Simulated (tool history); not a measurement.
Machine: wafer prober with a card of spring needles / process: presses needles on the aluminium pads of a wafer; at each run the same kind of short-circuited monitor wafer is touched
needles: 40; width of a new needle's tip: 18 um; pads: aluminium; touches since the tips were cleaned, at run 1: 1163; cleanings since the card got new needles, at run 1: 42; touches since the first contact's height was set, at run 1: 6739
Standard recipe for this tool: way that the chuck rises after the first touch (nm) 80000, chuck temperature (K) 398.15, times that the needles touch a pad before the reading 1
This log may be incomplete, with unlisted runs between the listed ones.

run   hour  way that the chuck rises after the first touch (nm)  chuck temperature (K)  times that the needles touch a pad before the reading  touches since the tips were cleaned  cleanings since the card got new needles  touches since the first contact's height was set  resistance of one needle with its contact and lead (mohm)  way that a needle slides on the pad (nm)
  1    0.0                                                80000                 398.15                                                      1                                 1163                                        42                                              6739                                                        171                                     13135
      32.4  -- tips cleaned on abrasive film
  2   40.7                                                83000                 398.15                                                      1                                 1218                                        43                                             12655                                                        167                                     13639
      70.8  -- tips cleaned on abrasive film
  3   91.6                                                83000                 398.15                                                      1                                 3027                                        44                                             20052                                                        171                                     13647
     112.1  -- tips cleaned on abrasive film
  4  137.1                                                80000                 398.15                                                      1                                 3647                                        45                                             26660                                                        167                                     13175
     154.5  -- tips cleaned on abrasive film
  5  177.2                                                80000                 398.15                                                      1                                 3295                                        46                                             32477                                                        171                                     13170
     196.3  -- tips cleaned on abrasive film
  6  232.9                                                80000                 398.15                                                      1                                 5328                                        47                                             40582                                                        170                                     13208
     236.3  -- tips cleaned on abrasive film
     276.5  -- tips cleaned on abrasive film
  7  276.5                                                84000                 398.15                                                      1                                    0                                        49                                             46898                                                        167                                     13883
     316.2  -- tips cleaned on abrasive film
  8  318.4                                                80000                 350.15                                                      2                                  316                                        50                                             52980                                                        161                                     13221
     356.9  -- tips cleaned on abrasive film
  9  374.3                                                80000                 398.15                                                      1                                 2543                                        51                                             61113                                                        168                                     13231
     400.3  -- tips cleaned on abrasive film
     419.8  -- height of the first contact set anew
 10  426.8                                                80000                 398.15                                                      1                                 3803                                        52                                              1015                                                        172                                     13258
     440.8  -- tips cleaned on abrasive film
 11  478.3                                                62000                 398.15                                                      1                                 5457                                        53                                              8503                                                        177                                     10288
     482.1  -- tips cleaned on abrasive film
 12  507.9                                                62000                 398.15                                                      1                                 3757                                        54                                             12795                                                        178                                     10278

For each entry between runs, how does the tool's hidden state at the last listed run before it compare with that at the first listed run after it?
In the gap between runs 1 and 2: tips cleaned on abrasive film (hour 32.4)
  debris on the tips, nm: 0.2 -> 0.3; drift of the gauge itself on scrub_um, %: 0 -> 0.09
  the result without the hidden state subtracted from the measured one, way that a needle slides on the pad (nm): -1 -> +12
In the gap between runs 2 and 3: tips cleaned on abrasive film (hour 70.8)
  debris on the tips, nm: 0.3 -> 0.4; drift of the gauge itself on scrub_um, %: 0.09 -> 0.2
  the result without the hidden state subtracted from the measured one, way that a needle slides on the pad (nm): +12 -> +27
In the gap between runs 3 and 4: tips cleaned on abrasive film (hour 112.1)
  drift of the gauge itself on scrub_um, %: 0.2 -> 0.29
  the result without the hidden state subtracted from the measured one, way that a needle slides on the pad (nm): +27 -> +38
In the gap between runs 4 and 5: tips cleaned on abrasive film (hour 154.5)
  drift of the gauge itself on scrub_um, %: 0.29 -> 0.38
  the result without the hidden state subtracted from the measured one, way that a needle slides on the pad (nm): +38 -> +49
In the gap between runs 5 and 6: tips cleaned on abrasive film (hour 196.3)
  debris on the tips, nm: 0.4 -> 0.5; drift of the gauge itself on scrub_um, %: 0.38 -> 0.5
  the result without the hidden state subtracted from the measured one, way that a needle slides on the pad (nm): +49 -> +65
In the gap between runs 6 and 7: tips cleaned on abrasive film (hour 236.3); tips cleaned on abrasive film (hour 276.5)
  debris on the tips, nm: 0.5 -> 0; drift of the gauge itself on scrub_um, %: 0.5 -> 0.59
  the result without the hidden state subtracted from the measured one, way that a needle slides on the pad (nm): +65 -> +81
In the gap between runs 7 and 8: tips cleaned on abrasive film (hour 316.2)
  debris on the tips, nm: 0 -> 0.1; drift of the gauge itself on scrub_um, %: 0.59 -> 0.68
  the result without the hidden state subtracted from the measured one, way that a needle slides on the pad (nm): +81 -> +89
In the gap between runs 8 and 9: tips cleaned on abrasive film (hour 356.9)
  debris on the tips, nm: 0.1 -> 0.4; drift of the gauge itself on scrub_um, %: 0.68 -> 0.8
  the result without the hidden state subtracted from the measured one, way that a needle slides on the pad (nm): +89 -> +104
In the gap between runs 9 and 10: tips cleaned on abrasive film (hour 400.3); height of the first contact set anew (hour 419.8)
  debris on the tips, nm: 0.4 -> 0.5; drift of the gauge itself on scrub_um, %: 0.8 -> 0.91
  the result without the hidden state subtracted from the measured one, way that a needle slides on the pad (nm): +104 -> +119
In the gap between runs 10 and 11: tips cleaned on abrasive film (hour 440.8)
  drift of the gauge itself on scrub_um, %: 0.91 -> 1.02
  the result without the hidden state subtracted from the measured one, way that a needle slides on the pad (nm): +119 -> +104
In the gap between runs 11 and 12: tips cleaned on abrasive film (hour 482.1)
  debris on the tips, nm: 0.5 -> 0.4; drift of the gauge itself on scrub_um, %: 1.02 -> 1.08
  the result without the hidden state subtracted from the measured one, way that a needle slides on the pad (nm): +104 -> +110

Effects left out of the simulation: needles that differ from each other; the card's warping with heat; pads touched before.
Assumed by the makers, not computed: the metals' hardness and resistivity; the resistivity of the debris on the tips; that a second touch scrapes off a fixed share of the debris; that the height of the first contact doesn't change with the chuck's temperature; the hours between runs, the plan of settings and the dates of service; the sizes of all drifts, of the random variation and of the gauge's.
